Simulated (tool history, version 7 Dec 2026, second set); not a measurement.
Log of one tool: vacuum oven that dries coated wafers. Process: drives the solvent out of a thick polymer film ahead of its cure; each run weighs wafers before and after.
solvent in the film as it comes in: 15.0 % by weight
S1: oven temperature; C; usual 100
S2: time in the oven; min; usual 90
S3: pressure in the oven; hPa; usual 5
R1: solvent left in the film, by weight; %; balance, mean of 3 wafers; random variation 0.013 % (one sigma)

run	hour	S1	S2	S3	R1
1	0	100	90	5	0.73
2	58.9	100	90	5	0.73
3	98.1	100	90	5	0.77
4	135.6	115	90	5	0.23
5	182.1	100	47	5	2.44
6	235.6	100	47	5	2.45
7	281.9	100	47	5	2.45
8	334.2	100	47	5	2.46
9	361.4	101	118	5	0.4
10	395	101	118	5	0.4

Forecast run 11:
11	423.5	111	124	10.9	?

R1: 0.42 %
Without the tool's hidden state the same run would have given R1 0.42 %.
